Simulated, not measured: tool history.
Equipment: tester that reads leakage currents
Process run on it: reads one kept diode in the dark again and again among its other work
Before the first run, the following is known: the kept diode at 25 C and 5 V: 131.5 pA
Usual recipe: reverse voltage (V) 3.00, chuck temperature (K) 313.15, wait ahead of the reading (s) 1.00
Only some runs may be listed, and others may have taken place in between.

run	hour	reverse voltage (V)	chuck temperature (K)	wait ahead of the reading (s)	current that the tester gives (pA)
1	0.0	3.00	313.15	1.00	496.03
2	42.5	1.44	313.15	1.00	369.36
3	88.9	3.00	313.15	1.00	499.26
# hour 106.0: chuck's temperature calibrated
4	117.3	3.00	313.15	1.00	427.88
5	144.0	3.00	313.15	1.00	429.77
6	182.6	5.04	313.15	0.70	527.30
7	237.8	5.04	313.15	0.70	529.96
8	290.7	5.04	313.15	0.70	529.97
9	318.2	5.04	319.15	0.64	882.14
10	362.9	5.04	319.15	0.64	882.51

Branching from run 10: 3 alternative next runs. What would each branch give?
# hour 403.7: probe card cleaned and baked
A	422.2	5.04	324.15	0.94	?
# hour 403.7: probe card cleaned and baked
B	422.2	2.95	306.15	0.33	?
# hour 403.7: probe card cleaned and baked
C	422.2	3.00	313.15	2.80	?

run	current that the tester gives (pA)
A	1318.52
B	231.53
C	431.41
Without the tool's unlogged condition, the same runs would have read:
run	current that the tester gives (pA)
A	1288.37
B	225.71
C	420.94

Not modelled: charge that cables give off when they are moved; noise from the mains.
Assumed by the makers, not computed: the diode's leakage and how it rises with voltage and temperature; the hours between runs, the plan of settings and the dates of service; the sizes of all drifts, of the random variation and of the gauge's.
